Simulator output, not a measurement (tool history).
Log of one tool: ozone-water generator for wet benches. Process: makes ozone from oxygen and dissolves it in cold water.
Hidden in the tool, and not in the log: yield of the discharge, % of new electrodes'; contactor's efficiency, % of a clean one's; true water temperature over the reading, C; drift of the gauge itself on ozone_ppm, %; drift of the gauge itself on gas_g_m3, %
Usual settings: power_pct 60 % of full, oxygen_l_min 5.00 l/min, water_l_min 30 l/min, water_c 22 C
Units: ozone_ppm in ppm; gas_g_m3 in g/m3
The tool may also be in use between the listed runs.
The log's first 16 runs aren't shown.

run,hour,power_pct,oxygen_l_min,water_l_min,water_c,hours of work since the electrodes were changed,hours of work since the contactor was cleaned,hours of work since the thermometer was calibrated,ozone_ppm,gas_g_m3
17,501.2,60,5.00,30,22,1125,3093,715,12.2,139.0
18,526.2,60,4.49,20,22,1141,3109,731,16.8,148.6
19,558.2,82,4.49,20,22,1161,3129,751,22.2,195.7
20,587.9,58,5.44,20,22,1179,3147,769,15.8,129.5
21,635.2,60,4.54,20,22,1209,3177,799,16.5,148.7
22,665.3,60,6.08,20,22,1227,3195,817,16.3,123.7
23,701.0,60,5.00,30,15,1249,3217,840,12.9,138.4
24,732.7,60,5.59,31,22,1269,3237,859,11.8,129.8
25,770.4,94,6.43,31,14,1293,3261,883,19.2,177.4
26,801.8,94,6.43,31,14,1312,3280,902,19.4,176.1
27,827.3,41,2.62,31,14,1328,3296,918,8.5,148.4
28,847.8,41,2.62,31,14,1341,3309,931,8.3,148.4
29,892.9,41,2.62,31,14,1369,3337,959,8.2,147.8
30,933.6,94,6.63,19,15,1394,3362,984,27.8,170.7
31,979.0,94,6.63,21,15,1422,3390,1012,25.4,172.0
32,1023.9,50,2.99,46,22,1450,3418,1040,6.3,162.5
33,1062.3,50,2.99,44,22,1474,3442,1064,6.7,160.8
34,1090.8,50,2.99,44,22,1492,3460,1082,6.7,160.5

Forecast each of these 3 alternatives for the next run:
A,1127.6,43,2.99,44,22,1515,3482,1105,?,?
B,1127.6,60,2.57,30,26,1515,3482,1105,?,?
C,1127.6,69,2.77,44,22,1515,3482,1105,?,?

run,ozone_ppm,gas_g_m3
A,5.9,141.2
B,10.9,207.9
C,8.5,223.9
Without the tool's hidden state the same runs would have given:
run,ozone_ppm,gas_g_m3
A,6.2,144.6
B,11.6,215.7
C,9.2,233.5
